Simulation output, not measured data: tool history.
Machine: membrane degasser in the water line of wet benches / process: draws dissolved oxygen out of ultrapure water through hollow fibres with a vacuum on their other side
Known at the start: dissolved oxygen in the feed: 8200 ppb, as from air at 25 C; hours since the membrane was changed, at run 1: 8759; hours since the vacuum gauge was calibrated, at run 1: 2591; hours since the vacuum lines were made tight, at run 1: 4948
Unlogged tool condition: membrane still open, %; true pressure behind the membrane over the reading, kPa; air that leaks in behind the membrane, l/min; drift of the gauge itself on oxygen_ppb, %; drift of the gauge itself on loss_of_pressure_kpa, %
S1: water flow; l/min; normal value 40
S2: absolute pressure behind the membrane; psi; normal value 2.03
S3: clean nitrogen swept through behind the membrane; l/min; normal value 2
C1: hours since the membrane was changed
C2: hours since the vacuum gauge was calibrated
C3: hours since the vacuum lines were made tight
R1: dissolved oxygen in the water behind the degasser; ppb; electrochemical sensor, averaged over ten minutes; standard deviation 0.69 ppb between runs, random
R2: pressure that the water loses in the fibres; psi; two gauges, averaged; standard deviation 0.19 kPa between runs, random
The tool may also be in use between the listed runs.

{"run": 1, "hour": 0.0, "S1": 40, "S2": 2.03, "S3": 2, "C1": 8759, "C2": 2591, "C3": 4948, "R1": 467, "R2": 6.113}
{"run": 2, "hour": 188.9, "S1": 40, "S2": 2.03, "S3": 2, "C1": 8948, "C2": 2780, "C3": 5137, "R1": 466.5, "R2": 6.103}
{"run": 3, "hour": 509.3, "S1": 49, "S2": 2.03, "S3": 2, "C1": 9269, "C2": 3100, "C3": 5457, "R1": 561.2, "R2": 7.551}
{"run": 4, "hour": 724.2, "S1": 40, "S2": 2.03, "S3": 2.64, "C1": 9483, "C2": 3315, "C3": 5672, "R1": 368.9, "R2": 6.148}
{"run": 5, "hour": 1066.1, "S1": 40, "S2": 3.28, "S3": 2.64, "C1": 9825, "C2": 3657, "C3": 6014, "R1": 638.7, "R2": 6.187}
{"run": 6, "hour": 1231.5, "S1": 40, "S2": 3.28, "S3": 1.1, "C1": 9991, "C2": 3823, "C3": 6180, "R1": 1267.8, "R2": 6.195}
{"run": 7, "hour": 1411.5, "S1": 34, "S2": 2.03, "S3": 2, "C1": 10171, "C2": 4003, "C3": 6360, "R1": 405, "R2": 5.252}
{"run": 8, "hour": 1571.5, "S1": 40, "S2": 2.03, "S3": 2, "C1": 10331, "C2": 4163, "C3": 6520, "R1": 469.7, "R2": 6.213}
{"run": 9, "hour": 1925.1, "S1": 31, "S2": 2.03, "S3": 2, "C1": 10684, "C2": 4516, "C3": 6873, "R1": 374.4, "R2": 4.86}
{"run": 10, "hour": 2150.3, "S1": 40, "S2": 2.76, "S3": 2, "C1": 10910, "C2": 4741, "C3": 7098, "R1": 666.3, "R2": 6.2}
{"hour": 2179.3, "done": "vacuum gauge calibrated"}
{"run": 11, "hour": 2429.1, "S1": 40, "S2": 2.76, "S3": 2, "C1": 11188, "C2": 250, "C3": 7377, "R1": 667.1, "R2": 6.261}
{"run": 12, "hour": 2739.5, "S1": 40, "S2": 2.76, "S3": 2, "C1": 11498, "C2": 560, "C3": 7687, "R1": 668.8, "R2": 6.264}
{"run": 13, "hour": 2980.6, "S1": 40, "S2": 2.76, "S3": 2, "C1": 11739, "C2": 801, "C3": 7928, "R1": 667.5, "R2": 6.283}
{"run": 14, "hour": 3134.9, "S1": 40, "S2": 2.03, "S3": 2, "C1": 11894, "C2": 956, "C3": 8082, "R1": 472.2, "R2": 6.245}
{"hour": 3248.9, "done": "vacuum gauge calibrated, once more"}
{"run": 15, "hour": 3359.8, "S1": 40, "S2": 2.03, "S3": 2.38, "C1": 12118, "C2": 111, "C3": 8307, "R1": 402.1, "R2": 6.322}
{"run": 16, "hour": 3539.2, "S1": 40, "S2": 2.03, "S3": 2.38, "C1": 12297, "C2": 290, "C3": 8486, "R1": 402.4, "R2": 6.3}
{"hour": 3626.3, "done": "seals of the vacuum lines changed"}
{"run": 17, "hour": 3743.2, "S1": 31, "S2": 2.89, "S3": 2, "C1": 12499, "C2": 492, "C3": 117, "R1": 558.2, "R2": 4.856}
{"run": 18, "hour": 3916.1, "S1": 54, "S2": 2.02, "S3": 0.82, "C1": 12672, "C2": 665, "C3": 290, "R1": 1148.3, "R2": 8.451}
{"run": 19, "hour": 4268.2, "S1": 54, "S2": 2.02, "S3": 0.82, "C1": 13024, "C2": 1017, "C3": 642, "R1": 1145.4, "R2": 8.556}
{"run": 20, "hour": 4549.1, "S1": 26, "S2": 2.03, "S3": 3.85, "C1": 13305, "C2": 1298, "C3": 923, "R1": 173.9, "R2": 4.15}
{"run": 21, "hour": 4856.7, "S1": 43, "S2": 2.39, "S3": 2, "C1": 13613, "C2": 1606, "C3": 1230, "R1": 603.5, "R2": 6.844}
{"hour": 5001.3, "done": "membrane cartridge changed"}
{"run": 22, "hour": 5066.5, "S1": 48, "S2": 2.39, "S3": 2, "C1": 65, "C2": 1812, "C3": 1436, "R1": 661.3, "R2": 6.924}
{"run": 23, "hour": 5315.6, "S1": 48, "S2": 3, "S3": 1.95, "C1": 314, "C2": 2061, "C3": 1685, "R1": 863.5, "R2": 6.911}
{"run": 24, "hour": 5618.2, "S1": 24, "S2": 2.03, "S3": 4.84, "C1": 617, "C2": 2363, "C3": 1988, "R1": 129.8, "R2": 3.434}
{"run": 25, "hour": 5819.8, "S1": 24, "S2": 2.16, "S3": 5.18, "C1": 819, "C2": 2565, "C3": 2189, "R1": 132, "R2": 3.469}
{"run": 26, "hour": 5968.8, "S1": 33, "S2": 3.99, "S3": 1.4, "C1": 967, "C2": 2714, "C3": 2338, "R1": 1110.3, "R2": 4.796}
{"run": 27, "hour": 6169.4, "S1": 28, "S2": 4.87, "S3": 1.64, "C1": 1168, "C2": 2915, "C3": 2539, "R1": 1042.8, "R2": 4.089}
{"run": 28, "hour": 6341.1, "S1": 40, "S2": 2.03, "S3": 3.9, "C1": 1340, "C2": 3086, "C3": 2711, "R1": 259.2, "R2": 5.771}
{"run": 29, "hour": 6707.0, "S1": 55, "S2": 2.03, "S3": 3.9, "C1": 1706, "C2": 3452, "C3": 3077, "R1": 360.4, "R2": 7.98}
{"run": 30, "hour": 6861.2, "S1": 49, "S2": 1.57, "S3": 1.53, "C1": 1860, "C2": 3606, "C3": 3231, "R1": 498.3, "R2": 7.124}
{"run": 31, "hour": 7207.2, "S1": 32, "S2": 1.9, "S3": 2, "C1": 2206, "C2": 3952, "C3": 3577, "R1": 352, "R2": 4.646}

Below are 5 alternative next runs, each starting from the tool's condition after run 31. Predict each:
{"run": "A", "hour": 7538.8, "S1": 40, "S2": 4.13, "S3": 1.85, "C1": 2538, "C2": 4284, "C3": 3908, "R1": "?", "R2": "?"}
{"run": "B", "hour": 7538.8, "S1": 63, "S2": 3.54, "S3": 4.01, "C1": 2538, "C2": 4284, "C3": 3908, "R1": "?", "R2": "?"}
{"run": "C", "hour": 7538.8, "S1": 40, "S2": 2.03, "S3": 0.93, "C1": 2538, "C2": 4284, "C3": 3908, "R1": "?", "R2": "?"}
{"run": "D", "hour": 7538.8, "S1": 32, "S2": 1.44, "S3": 1.76, "C1": 2538, "C2": 4284, "C3": 3908, "R1": "?", "R2": "?"}
{"run": "E", "hour": 7538.8, "S1": 27, "S2": 1.8, "S3": 4.67, "C1": 2538, "C2": 4284, "C3": 3908, "R1": "?", "R2": "?"}

run=A R1=1077.3 R2=5.854
run=B R1=738.2 R2=9.236
run=C R1=853.3 R2=5.826
run=D R1=271.9 R2=4.609
run=E R1=129.4 R2=3.92
What these runs would have given with no unlogged condition in the tool:
run=A R1=1071.2 R2=5.752
run=B R1=731.3 R2=9.075
run=C R1=846.1 R2=5.725
run=D R1=267.4 R2=4.528
run=E R1=127.5 R2=3.852
